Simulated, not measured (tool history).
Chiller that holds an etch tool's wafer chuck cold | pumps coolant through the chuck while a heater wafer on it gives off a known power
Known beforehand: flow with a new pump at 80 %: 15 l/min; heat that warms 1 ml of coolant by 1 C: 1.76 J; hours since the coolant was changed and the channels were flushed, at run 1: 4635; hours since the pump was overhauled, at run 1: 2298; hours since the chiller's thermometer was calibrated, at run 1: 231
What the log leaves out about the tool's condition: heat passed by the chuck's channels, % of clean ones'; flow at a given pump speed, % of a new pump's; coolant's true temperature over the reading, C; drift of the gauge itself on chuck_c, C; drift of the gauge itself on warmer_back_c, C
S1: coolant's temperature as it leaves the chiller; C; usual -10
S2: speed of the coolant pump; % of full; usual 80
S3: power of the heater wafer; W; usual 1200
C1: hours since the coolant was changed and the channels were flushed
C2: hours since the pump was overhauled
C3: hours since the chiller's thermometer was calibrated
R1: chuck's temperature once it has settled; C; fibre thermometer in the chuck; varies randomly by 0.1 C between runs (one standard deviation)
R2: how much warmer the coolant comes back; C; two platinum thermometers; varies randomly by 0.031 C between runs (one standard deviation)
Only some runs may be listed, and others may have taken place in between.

{"run": 1, "day": 0.0, "S1": -10, "S2": 80, "S3": 1200, "C1": 4635, "C2": 2298, "C3": 231, "R1": 2.8, "R2": 2.74}
{"run": 2, "day": 3.996, "S1": -10, "S2": 80, "S3": 1112, "C1": 4731, "C2": 2394, "C3": 327, "R1": 2.0, "R2": 2.57}
{"run": 3, "day": 7.962, "S1": -10, "S2": 80, "S3": 1749, "C1": 4826, "C2": 2489, "C3": 422, "R1": 8.8, "R2": 4.02}
{"run": 4, "day": 10.525, "S1": -2, "S2": 80, "S3": 1200, "C1": 4887, "C2": 2551, "C3": 483, "R1": 10.9, "R2": 2.73}
{"run": 5, "day": 14.079, "S1": -10, "S2": 80, "S3": 1200, "C1": 4973, "C2": 2636, "C3": 569, "R1": 3.0, "R2": 2.66}
{"run": 6, "day": 17.467, "S1": -10, "S2": 80, "S3": 1200, "C1": 5054, "C2": 2717, "C3": 650, "R1": 3.0, "R2": 2.76}
{"run": 7, "day": 19.662, "S1": -10, "S2": 80, "S3": 1200, "C1": 5107, "C2": 2770, "C3": 703, "R1": 3.0, "R2": 2.76}
{"run": 8, "day": 22.875, "S1": -10, "S2": 94, "S3": 1200, "C1": 5184, "C2": 2847, "C3": 780, "R1": 1.3, "R2": 2.33}
{"run": 9, "day": 26.75, "S1": -10, "S2": 94, "S3": 1200, "C1": 5277, "C2": 2940, "C3": 873, "R1": 1.5, "R2": 2.34}
{"run": 10, "day": 29.95, "S1": -10, "S2": 94, "S3": 1200, "C1": 5354, "C2": 3017, "C3": 950, "R1": 1.2, "R2": 2.3}
{"run": 11, "day": 33.442, "S1": -10, "S2": 94, "S3": 1200, "C1": 5437, "C2": 3101, "C3": 1033, "R1": 1.3, "R2": 2.32}
{"run": 12, "day": 36.354, "S1": -10, "S2": 90, "S3": 1200, "C1": 5507, "C2": 3171, "C3": 1103, "R1": 1.9, "R2": 2.44}
{"run": 13, "day": 39.417, "S1": -10, "S2": 90, "S3": 1200, "C1": 5581, "C2": 3244, "C3": 1177, "R1": 1.7, "R2": 2.41}
{"run": 14, "day": 42.754, "S1": -10, "S2": 78, "S3": 1200, "C1": 5661, "C2": 3324, "C3": 1257, "R1": 3.2, "R2": 2.83}
{"run": 15, "day": 45.962, "S1": -10, "S2": 79, "S3": 1200, "C1": 5738, "C2": 3401, "C3": 1334, "R1": 3.0, "R2": 2.82}
{"run": 16, "day": 48.662, "S1": -10, "S2": 79, "S3": 1200, "C1": 5803, "C2": 3466, "C3": 1399, "R1": 3.1, "R2": 2.79}
{"run": 17, "day": 51.892, "S1": -10, "S2": 85, "S3": 1200, "C1": 5880, "C2": 3543, "C3": 1476, "R1": 2.3, "R2": 2.56}
{"run": 18, "day": 54.633, "S1": -17, "S2": 80, "S3": 669, "C1": 5946, "C2": 3609, "C3": 1542, "R1": -9.9, "R2": 1.48}
{"run": 19, "day": 58.692, "S1": -17, "S2": 80, "S3": 669, "C1": 6043, "C2": 3707, "C3": 1639, "R1": -9.8, "R2": 1.48}
{"run": 20, "day": 60.717, "S1": -16, "S2": 93, "S3": 1178, "C1": 6092, "C2": 3755, "C3": 1688, "R1": -4.7, "R2": 2.29}
{"run": 21, "day": 63.004, "S1": -16, "S2": 93, "S3": 1178, "C1": 6147, "C2": 3810, "C3": 1743, "R1": -4.6, "R2": 2.3}
{"run": 22, "day": 66.638, "S1": -10, "S2": 62, "S3": 1215, "C1": 6234, "C2": 3897, "C3": 1830, "R1": 5.8, "R2": 3.61}
{"run": 23, "day": 69.5, "S1": -10, "S2": 62, "S3": 1215, "C1": 6303, "C2": 3966, "C3": 1899, "R1": 5.8, "R2": 3.66}
{"run": 24, "day": 72.408, "S1": -10, "S2": 62, "S3": 1215, "C1": 6373, "C2": 4036, "C3": 1969, "R1": 5.9, "R2": 3.64}
{"day": 74.654, "done": "chiller's thermometer calibrated"}
{"run": 25, "day": 75.446, "S1": -19, "S2": 72, "S3": 1215, "C1": 6445, "C2": 4108, "C3": 19, "R1": -4.8, "R2": 3.13}
{"run": 26, "day": 77.454, "S1": -19, "S2": 72, "S3": 1215, "C1": 6493, "C2": 4156, "C3": 67, "R1": -4.8, "R2": 3.09}
{"run": 27, "day": 81.067, "S1": -20, "S2": 71, "S3": 929, "C1": 6579, "C2": 4243, "C3": 154, "R1": -9.2, "R2": 2.4}
{"run": 28, "day": 84.962, "S1": -20, "S2": 95, "S3": 1097, "C1": 6673, "C2": 4336, "C3": 247, "R1": -9.6, "R2": 2.08}
{"run": 29, "day": 88.583, "S1": -16, "S2": 66, "S3": 842, "C1": 6760, "C2": 4423, "C3": 334, "R1": -5.6, "R2": 2.34}
{"run": 30, "day": 90.288, "S1": -12, "S2": 80, "S3": 1200, "C1": 6801, "C2": 4464, "C3": 375, "R1": 0.9, "R2": 2.75}
{"run": 31, "day": 94.296, "S1": -12, "S2": 80, "S3": 1200, "C1": 6897, "C2": 4560, "C3": 471, "R1": 0.8, "R2": 2.72}
{"run": 32, "day": 98.217, "S1": -8, "S2": 80, "S3": 868, "C1": 6991, "C2": 4654, "C3": 565, "R1": 1.3, "R2": 1.98}
{"day": 101.367, "done": "coolant changed, channels flushed"}
{"run": 33, "day": 102.121, "S1": -8, "S2": 80, "S3": 868, "C1": 18, "C2": 4742, "C3": 653, "R1": 1.4, "R2": 2.01}

What if the next run were any one of these 3? Each begins from the tool's condition after run 33:
{"run": "A", "day": 105.962, "S1": -3, "S2": 64, "S3": 1021, "C1": 110, "C2": 4834, "C3": 745, "R1": "?", "R2": "?"}
{"run": "B", "day": 105.962, "S1": -13, "S2": 80, "S3": 783, "C1": 110, "C2": 4834, "C3": 745, "R1": "?", "R2": "?"}
{"run": "C", "day": 105.962, "S1": -6, "S2": 66, "S3": 1667, "C1": 110, "C2": 4834, "C3": 745, "R1": "?", "R2": "?"}

run=A R1=10.1 R2=2.93
run=B R1=-4.6 R2=1.82
run=C R1=14.8 R2=4.62
The same runs, with their run-to-run variation unchanged, on a tool lacking any hidden condition would have given:
run=A R1=10.1 R2=2.93
run=B R1=-4.6 R2=1.82
run=C R1=14.8 R2=4.62

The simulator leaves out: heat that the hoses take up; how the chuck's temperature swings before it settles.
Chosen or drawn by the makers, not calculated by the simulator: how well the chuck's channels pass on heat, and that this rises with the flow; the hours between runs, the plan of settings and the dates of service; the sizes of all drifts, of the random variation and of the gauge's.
